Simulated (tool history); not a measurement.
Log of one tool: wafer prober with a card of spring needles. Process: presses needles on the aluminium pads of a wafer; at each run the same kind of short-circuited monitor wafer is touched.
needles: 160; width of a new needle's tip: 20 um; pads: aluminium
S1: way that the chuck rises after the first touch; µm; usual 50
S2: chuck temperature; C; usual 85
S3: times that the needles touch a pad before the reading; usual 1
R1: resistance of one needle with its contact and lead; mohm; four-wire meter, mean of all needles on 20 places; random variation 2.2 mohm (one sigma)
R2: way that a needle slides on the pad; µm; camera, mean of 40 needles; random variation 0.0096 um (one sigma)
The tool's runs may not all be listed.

| run | hour | S1 | S2 | S3 | R1 | R2 |
|---|---|---|---|---|---|---|
| 1 | 0 | 50 | 85 | 1 | 247 | 8.731 |
|  | 12.8 | tips cleaned on abrasive film |
|  | 25.7 | tips cleaned on abrasive film |
|  | 38.6 | tips cleaned on abrasive film |
|  | 52.2 | tips cleaned on abrasive film |
| 2 | 52.2 | 50 | 85 | 1 | 250 | 8.715 |
|  | 68.3 | tips cleaned on abrasive film |
|  | 81.2 | tips cleaned on abrasive film |
|  | 97.3 | tips cleaned on abrasive film |
| 3 | 99.7 | 50 | 85 | 1 | 247 | 8.731 |
|  | 112.5 | tips cleaned on abrasive film |
|  | 119.2 | height of the first contact set anew |
|  | 128.9 | tips cleaned on abrasive film |
|  | 141.9 | tips cleaned on abrasive film |
| 4 | 141.9 | 54 | 85 | 1 | 249 | 9.406 |
|  | 154.8 | tips cleaned on abrasive film |
|  | 167.7 | tips cleaned on abrasive film |
|  | 183.8 | tips cleaned on abrasive film |
|  | 196.7 | tips cleaned on abrasive film |
| 5 | 203.2 | 50 | 85 | 1 | 252 | 8.713 |
|  | 212.8 | tips cleaned on abrasive film |
|  | 228.7 | tips cleaned on abrasive film |
| 6 | 236.7 | 50 | 85 | 1 | 250 | 8.707 |
|  | 243.2 | tips cleaned on abrasive film |
|  | 243.5 | height of the first contact set anew |
|  | 259.6 | tips cleaned on abrasive film |
|  | 275.6 | tips cleaned on abrasive film |
|  | 291.7 | tips cleaned on abrasive film |
| 7 | 300.1 | 50 | 85 | 1 | 251 | 8.718 |
|  | 306.5 | tips cleaned on abrasive film |
|  | 322.6 | tips cleaned on abrasive film |
|  | 338.6 | tips cleaned on abrasive film |
|  | 354.7 | tips cleaned on abrasive film |
| 8 | 366.4 | 32 | 85 | 1 | 261 | 5.572 |
|  | 369.7 | tips cleaned on abrasive film |
|  | 370 | height of the first contact set anew |
|  | 386 | tips cleaned on abrasive film |
|  | 402 | tips cleaned on abrasive film |
|  | 416 | tips cleaned on abrasive film |
| 9 | 416 | 32 | 85 | 1 | 259 | 5.587 |
|  | 432.1 | tips cleaned on abrasive film |
|  | 448.2 | tips cleaned on abrasive film |
|  | 464.3 | tips cleaned on abrasive film |
| 10 | 464.5 | 50 | 85 | 1 | 251 | 8.718 |
|  | 477.4 | tips cleaned on abrasive film |
|  | 493.3 | tips cleaned on abrasive film |
|  | 496.8 | height of the first contact set anew |
|  | 506.5 | tips cleaned on abrasive film |
|  | 522.6 | tips cleaned on abrasive film |
|  | 536.3 | tips cleaned on abrasive film |
| 11 | 536.3 | 50 | 85 | 1 | 251 | 8.699 |
|  | 552.4 | tips cleaned on abrasive film |
|  | 568.5 | tips cleaned on abrasive film |
|  | 584.6 | tips cleaned on abrasive film |
|  | 600.7 | tips cleaned on abrasive film |
| 12 | 607 | 50 | 85 | 1 | 248 | 8.689 |
|  | 616.7 | tips cleaned on abrasive film |
|  | 623.4 | height of the first contact set anew |
|  | 633.1 | tips cleaned on abrasive film |
|  | 649.2 | tips cleaned on abrasive film |
|  | 662.1 | tips cleaned on abrasive film |
| 13 | 663.7 | 50 | 85 | 1 | 253 | 8.697 |
|  | 676.6 | tips cleaned on abrasive film |
|  | 692.6 | tips cleaned on abrasive film |
|  | 708.7 | tips cleaned on abrasive film |
| 14 | 721.3 | 50 | 38 | 1 | 238 | 8.708 |
|  | 724.6 | tips cleaned on abrasive film |
|  | 737.5 | tips cleaned on abrasive film |
|  | 747.4 | height of the first contact set anew |
|  | 753.9 | tips cleaned on abrasive film |
| 15 | 755.4 | 50 | 58 | 2 | 241 | 8.698 |
|  | 768.3 | tips cleaned on abrasive film |
|  | 781.2 | tips cleaned on abrasive film |
|  | 797.3 | tips cleaned on abrasive film |
|  | 813.3 | tips cleaned on abrasive film |
| 16 | 814.4 | 50 | 29 | 2 | 232 | 8.689 |
|  | 827.3 | tips cleaned on abrasive film |
|  | 843.2 | tips cleaned on abrasive film |
| 17 | 848.9 | 36 | 85 | 1 | 260 | 6.265 |
|  | 858.6 | tips cleaned on abrasive film |
|  | 871.7 | height of the first contact set anew |
|  | 875 | tips cleaned on abrasive film |
|  | 891.1 | tips cleaned on abrasive film |
| 18 | 895.3 | 31 | 119 | 1 | 274 | 5.391 |
|  | 905 | tips cleaned on abrasive film |
|  | 917.9 | tips cleaned on abrasive film |
|  | 934 | tips cleaned on abrasive film |
|  | 950.1 | tips cleaned on abrasive film |
| 19 | 960.5 | 31 | 119 | 1 | 272 | 5.387 |
|  | 963.8 | tips cleaned on abrasive film |
|  | 979.9 | tips cleaned on abrasive film |
|  | 996 | tips cleaned on abrasive film |
|  | 996.3 | height of the first contact set anew |
| 20 | 998.5 | 40 | 36 | 2 | 239 | 6.958 |
|  | 1011.4 | tips cleaned on abrasive film |
|  | 1027.5 | tips cleaned on abrasive film |
| 21 | 1033.8 | 34 | 36 | 2 | 246 | 5.91 |
|  | 1043.5 | tips cleaned on abrasive film |
|  | 1059.6 | tips cleaned on abrasive film |
|  | 1075.7 | tips cleaned on abrasive film |
|  | 1091.7 | tips cleaned on abrasive film |
| 22 | 1104.5 | 50 | 99 | 2 | 255 | 8.68 |
|  | 1107.8 | tips cleaned on abrasive film |
|  | 1120.7 | tips cleaned on abrasive film |
|  | 1121 | height of the first contact set anew |
|  | 1137.1 | tips cleaned on abrasive film |
| 23 | 1142.9 | 39 | 62 | 3 | 248 | 6.773 |
|  | 1152.6 | tips cleaned on abrasive film |
|  | 1165.5 | tips cleaned on abrasive film |
| 24 | 1175.5 | 39 | 62 | 3 | 248 | 6.758 |
|  | 1178.8 | tips cleaned on abrasive film |
|  | 1194.9 | tips cleaned on abrasive film |
|  | 1207.8 | tips cleaned on abrasive film |
| 25 | 1211.6 | 51 | 62 | 2 | 242 | 8.845 |

5 ways to go on from here, each from the tool as it stands after run 25. What would each give?
|  | 1221.3 | tips cleaned on abrasive film |
|  | 1234.2 | tips cleaned on abrasive film |
|  | 1247.2 | height of the first contact set anew |
|  | 1250.5 | tips cleaned on abrasive film |
|  | 1266.6 | tips cleaned on abrasive film |
| A | 1272.3 | 51 | 89 | 2 | ? | ? |
|  | 1221.3 | tips cleaned on abrasive film |
|  | 1234.2 | tips cleaned on abrasive film |
|  | 1247.2 | height of the first contact set anew |
|  | 1250.5 | tips cleaned on abrasive film |
|  | 1266.6 | tips cleaned on abrasive film |
| B | 1272.3 | 50 | 64 | 3 | ? | ? |
|  | 1221.3 | tips cleaned on abrasive film |
|  | 1234.2 | tips cleaned on abrasive film |
|  | 1247.2 | height of the first contact set anew |
|  | 1250.5 | tips cleaned on abrasive film |
|  | 1266.6 | tips cleaned on abrasive film |
| C | 1272.3 | 50 | 71 | 1 | ? | ? |
|  | 1221.3 | tips cleaned on abrasive film |
|  | 1234.2 | tips cleaned on abrasive film |
|  | 1247.2 | height of the first contact set anew |
|  | 1250.5 | tips cleaned on abrasive film |
|  | 1266.6 | tips cleaned on abrasive film |
| D | 1272.3 | 60 | 85 | 1 | ? | ? |
|  | 1221.3 | tips cleaned on abrasive film |
|  | 1234.2 | tips cleaned on abrasive film |
|  | 1247.2 | height of the first contact set anew |
|  | 1250.5 | tips cleaned on abrasive film |
|  | 1266.6 | tips cleaned on abrasive film |
| E | 1272.3 | 53 | 67 | 2 | ? | ? |

| run | R1 | R2 |
|---|---|---|
| A | 249 | 8.841 |
| B | 246 | 8.689 |
| C | 245 | 8.674 |
| D | 249 | 10.402 |
| E | 244 | 9.178 |
Without the tool's hidden state the same runs would have given:
| run | R1 | R2 |
|---|---|---|
| A | 249 | 8.893 |
| B | 246 | 8.74 |
| C | 245 | 8.725 |
| D | 248 | 10.464 |
| E | 244 | 9.232 |

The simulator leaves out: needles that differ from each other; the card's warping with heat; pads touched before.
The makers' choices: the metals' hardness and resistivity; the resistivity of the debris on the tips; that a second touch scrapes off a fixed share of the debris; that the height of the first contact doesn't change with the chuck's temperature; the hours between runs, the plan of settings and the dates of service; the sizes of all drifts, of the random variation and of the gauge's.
